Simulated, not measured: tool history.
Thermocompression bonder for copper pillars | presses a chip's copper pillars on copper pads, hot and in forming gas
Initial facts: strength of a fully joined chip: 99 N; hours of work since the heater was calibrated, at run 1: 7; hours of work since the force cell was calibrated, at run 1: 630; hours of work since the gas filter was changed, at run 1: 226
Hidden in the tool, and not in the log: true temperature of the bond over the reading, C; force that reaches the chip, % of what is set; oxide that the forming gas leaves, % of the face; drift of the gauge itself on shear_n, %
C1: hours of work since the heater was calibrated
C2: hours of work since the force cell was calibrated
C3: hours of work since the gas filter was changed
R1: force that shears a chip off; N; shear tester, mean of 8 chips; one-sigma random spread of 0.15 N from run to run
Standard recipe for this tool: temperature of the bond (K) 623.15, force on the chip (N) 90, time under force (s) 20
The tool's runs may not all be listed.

{"run": 1, "day": 0.0, "temperature of the bond (K)": 623.15, "force on the chip (N)": 90, "time under force (s)": 20, "C1": 7, "C2": 630, "C3": 226, "R1": 63}
{"run": 2, "day": 0.221, "temperature of the bond (K)": 623.15, "force on the chip (N)": 95, "time under force (s)": 20, "C1": 11, "C2": 633, "C3": 229, "R1": 64.7}
{"run": 3, "day": 0.45, "temperature of the bond (K)": 623.15, "force on the chip (N)": 95, "time under force (s)": 20, "C1": 14, "C2": 636, "C3": 233, "R1": 64.9}
{"run": 4, "day": 0.671, "temperature of the bond (K)": 623.15, "force on the chip (N)": 90, "time under force (s)": 20, "C1": 17, "C2": 640, "C3": 236, "R1": 63.1}
{"run": 5, "day": 0.917, "temperature of the bond (K)": 623.15, "force on the chip (N)": 90, "time under force (s)": 20, "C1": 21, "C2": 643, "C3": 240, "R1": 63}
{"run": 6, "day": 1.25, "temperature of the bond (K)": 623.15, "force on the chip (N)": 90, "time under force (s)": 20, "C1": 26, "C2": 648, "C3": 245, "R1": 62.9}
{"run": 7, "day": 1.654, "temperature of the bond (K)": 623.15, "force on the chip (N)": 90, "time under force (s)": 20, "C1": 32, "C2": 654, "C3": 251, "R1": 62.8}
{"run": 8, "day": 2.071, "temperature of the bond (K)": 623.15, "force on the chip (N)": 90, "time under force (s)": 20, "C1": 38, "C2": 661, "C3": 257, "R1": 63.1}
{"run": 9, "day": 2.479, "temperature of the bond (K)": 623.15, "force on the chip (N)": 90, "time under force (s)": 20, "C1": 44, "C2": 667, "C3": 263, "R1": 62.9}
{"run": 10, "day": 2.8, "temperature of the bond (K)": 623.15, "force on the chip (N)": 90, "time under force (s)": 19, "C1": 49, "C2": 671, "C3": 268, "R1": 62.1}
{"run": 11, "day": 3.108, "temperature of the bond (K)": 623.15, "force on the chip (N)": 90, "time under force (s)": 19, "C1": 54, "C2": 676, "C3": 272, "R1": 62.1}
{"run": 12, "day": 3.479, "temperature of the bond (K)": 623.15, "force on the chip (N)": 90, "time under force (s)": 19, "C1": 59, "C2": 682, "C3": 278, "R1": 62.1}
{"run": 13, "day": 3.683, "temperature of the bond (K)": 623.15, "force on the chip (N)": 90, "time under force (s)": 19, "C1": 62, "C2": 685, "C3": 281, "R1": 62}
{"run": 14, "day": 4.058, "temperature of the bond (K)": 597.15, "force on the chip (N)": 90, "time under force (s)": 20, "C1": 68, "C2": 690, "C3": 286, "R1": 49.9}
{"run": 15, "day": 4.342, "temperature of the bond (K)": 597.15, "force on the chip (N)": 61, "time under force (s)": 20, "C1": 72, "C2": 694, "C3": 291, "R1": 38.8}
{"run": 16, "day": 4.746, "temperature of the bond (K)": 597.15, "force on the chip (N)": 61, "time under force (s)": 20, "C1": 78, "C2": 700, "C3": 297, "R1": 39}
{"run": 17, "day": 4.962, "temperature of the bond (K)": 623.15, "force on the chip (N)": 114, "time under force (s)": 20, "C1": 81, "C2": 704, "C3": 300, "R1": 70.7}
{"run": 18, "day": 5.338, "temperature of the bond (K)": 593.15, "force on the chip (N)": 66, "time under force (s)": 15, "C1": 87, "C2": 709, "C3": 306, "R1": 35.2}
{"run": 19, "day": 5.7, "temperature of the bond (K)": 603.15, "force on the chip (N)": 66, "time under force (s)": 18, "C1": 92, "C2": 715, "C3": 311, "R1": 41.9}
{"run": 20, "day": 5.954, "temperature of the bond (K)": 603.15, "force on the chip (N)": 66, "time under force (s)": 18, "C1": 96, "C2": 718, "C3": 315, "R1": 42.1}
{"run": 21, "day": 6.246, "temperature of the bond (K)": 603.15, "force on the chip (N)": 61, "time under force (s)": 18, "C1": 101, "C2": 723, "C3": 319, "R1": 39.9}
{"run": 22, "day": 6.417, "temperature of the bond (K)": 643.15, "force on the chip (N)": 133, "time under force (s)": 28, "C1": 103, "C2": 725, "C3": 322, "R1": 87.7}
{"day": 6.588, "done": "force cell calibrated"}
{"run": 23, "day": 6.7, "temperature of the bond (K)": 643.15, "force on the chip (N)": 133, "time under force (s)": 28, "C1": 106, "C2": 2, "C3": 325, "R1": 87.8}
{"run": 24, "day": 6.892, "temperature of the bond (K)": 632.15, "force on the chip (N)": 81, "time under force (s)": 11, "C1": 109, "C2": 5, "C3": 328, "R1": 53.1}
{"run": 25, "day": 7.296, "temperature of the bond (K)": 623.15, "force on the chip (N)": 90, "time under force (s)": 23, "C1": 115, "C2": 11, "C3": 334, "R1": 65.6}
{"run": 26, "day": 7.608, "temperature of the bond (K)": 622.15, "force on the chip (N)": 90, "time under force (s)": 23, "C1": 120, "C2": 15, "C3": 338, "R1": 64.9}
{"run": 27, "day": 7.958, "temperature of the bond (K)": 653.15, "force on the chip (N)": 117, "time under force (s)": 51, "C1": 125, "C2": 20, "C3": 344, "R1": 93.8}
{"run": 28, "day": 8.333, "temperature of the bond (K)": 631.15, "force on the chip (N)": 112, "time under force (s)": 30, "C1": 131, "C2": 26, "C3": 349, "R1": 80.3}
{"run": 29, "day": 8.525, "temperature of the bond (K)": 631.15, "force on the chip (N)": 112, "time under force (s)": 30, "C1": 134, "C2": 29, "C3": 352, "R1": 80.5}
{"run": 30, "day": 8.921, "temperature of the bond (K)": 631.15, "force on the chip (N)": 112, "time under force (s)": 30, "C1": 140, "C2": 35, "C3": 358, "R1": 80.4}
{"run": 31, "day": 9.238, "temperature of the bond (K)": 631.15, "force on the chip (N)": 112, "time under force (s)": 30, "C1": 144, "C2": 40, "C3": 363, "R1": 80.2}
{"run": 32, "day": 9.492, "temperature of the bond (K)": 623.15, "force on the chip (N)": 92, "time under force (s)": 20, "C1": 148, "C2": 43, "C3": 367, "R1": 63.9}

Each row is a separate what-if for the run after 32, all from the same tool condition, not one after another. Results?
{"day": 9.883, "done": "forming gas filter changed"}
{"run": "A", "day": 9.888, "temperature of the bond (K)": 623.15, "force on the chip (N)": 69, "time under force (s)": 40, "C1": 154, "C2": 49, "C3": 0, "R1": "?"}
{"day": 9.883, "done": "forming gas filter changed"}
{"run": "B", "day": 9.888, "temperature of the bond (K)": 608.15, "force on the chip (N)": 92, "time under force (s)": 20, "C1": 154, "C2": 49, "C3": 0, "R1": "?"}
{"day": 9.883, "done": "forming gas filter changed"}
{"run": "C", "day": 9.888, "temperature of the bond (K)": 623.15, "force on the chip (N)": 54, "time under force (s)": 20, "C1": 154, "C2": 49, "C3": 0, "R1": "?"}

run=A R1=67.1
run=B R1=56.1
run=C R1=47
The same runs, with their run-to-run variation unchanged, on a tool lacking any hidden condition would have given:
run=A R1=67.1
run=B R1=56.1
run=C R1=46.9

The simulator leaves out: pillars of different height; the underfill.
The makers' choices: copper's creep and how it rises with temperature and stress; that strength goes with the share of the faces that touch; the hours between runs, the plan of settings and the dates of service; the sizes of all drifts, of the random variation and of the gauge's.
